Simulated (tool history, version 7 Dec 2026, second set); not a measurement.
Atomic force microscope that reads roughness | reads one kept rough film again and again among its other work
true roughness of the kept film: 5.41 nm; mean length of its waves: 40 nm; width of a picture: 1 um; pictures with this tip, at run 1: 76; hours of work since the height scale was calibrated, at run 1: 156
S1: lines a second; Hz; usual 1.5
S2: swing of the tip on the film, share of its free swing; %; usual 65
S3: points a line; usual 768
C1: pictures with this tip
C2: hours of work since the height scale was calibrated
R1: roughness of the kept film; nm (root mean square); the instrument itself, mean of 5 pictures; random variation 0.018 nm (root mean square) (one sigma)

run   hour    S1  S2   S3   C1   C2     R1
  1      0   1.5  65  768   76  156   3.98
  2    6.9   1.4  65  768   84  160  3.911
  3   12.7   1.4  65  768   91  164  3.866
  4   20.8   1.5  65  768  100  170  3.785
  5     30   1.5  65  768  111  176  3.744
  6   36.6   1.5  65  768  119  181  3.677
  7   46.1   1.5  65  768  130  187  3.633
      49.5  -- new tip fitted
  8   54.1   1.5  65  768    5  193  4.495
  9   61.4   1.5  65  789   14  198    4.4
 10   67.6   1.5  65  768   21  202  4.345
 11   74.9   1.5  65  768   29  207  4.291
 12   83.7   1.5  65  768   40  213  4.253
 13   91.8   1.5  65  768   49  219  4.162
 14   97.1   1.5  84  768   56  222  3.765
 15  106.2   1.5  84  768   67  228  3.657
 16  112.9   1.5  84  768   74  233  3.623
 17  121.5   1.5  84  768   85  239  3.576
 18    131  0.66  74  638   96  246  3.902

Run 19 comes next. What will it give?
 19  138.6  1.5  65  405  105  251   ?

{"run 19": {"R1": 3.809}}
Without the tool's hidden state the same run would have given R1 4.523 nm (root mean square).
